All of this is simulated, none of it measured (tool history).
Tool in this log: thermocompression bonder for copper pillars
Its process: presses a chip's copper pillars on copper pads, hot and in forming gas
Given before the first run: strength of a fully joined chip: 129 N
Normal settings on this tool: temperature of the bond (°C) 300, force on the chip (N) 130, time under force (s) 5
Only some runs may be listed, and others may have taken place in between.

run	day	temperature of the bond (°C)	force on the chip (N)	time under force (s)	force that shears a chip off (N)
1	0.000	300	130	5	86.3
2	3.992	300	130	5	83.4
3	7.575	300	130	5	84.2
4	11.338	300	130	5	81.5
# day 11.667: force cell calibrated
5	14.088	300	130	5	79.1
6	16.175	300	130	5	78.0
7	18.925	300	130	5	78.6
# day 20.979: forming gas filter changed
8	21.196	300	130	5	84.1
9	23.154	300	130	5	84.6
10	26.662	300	130	5	83.6
11	29.862	300	130	5	82.3
12	32.358	300	130	5	81.9
13	34.596	300	130	5	79.5
14	37.062	276	130	5	57.7
15	40.042	278	130	6	63.5
# day 41.725: forming gas filter changed
16	42.575	300	81	3	59.5
17	46.450	323	141	3	97.2
18	48.321	323	141	3	94.6
19	51.333	320	80	3	73.3
20	54.629	301	151	3	77.2
21	56.792	325	101	6	97.3
22	60.312	302	130	13	99.7
# day 62.446: forming gas filter changed
23	62.892	288	116	5	74.4
24	66.062	288	116	5	74.1
25	68.800	282	144	5	72.4
26	71.162	294	133	7	89.8
27	72.825	322	128	13	112.6

What if the next run were any one of these 3? Each begins from the tool's condition after run 27:
A	76.471	300	109	5	?
B	76.471	300	171	11	?
C	76.471	270	85	8	?

run	force that shears a chip off (N)
A	79.8
B	105.6
C	56.6
Without the tool's unlogged condition, the same runs would have read:
run	force that shears a chip off (N)
A	77.1
B	106.9
C	52.6
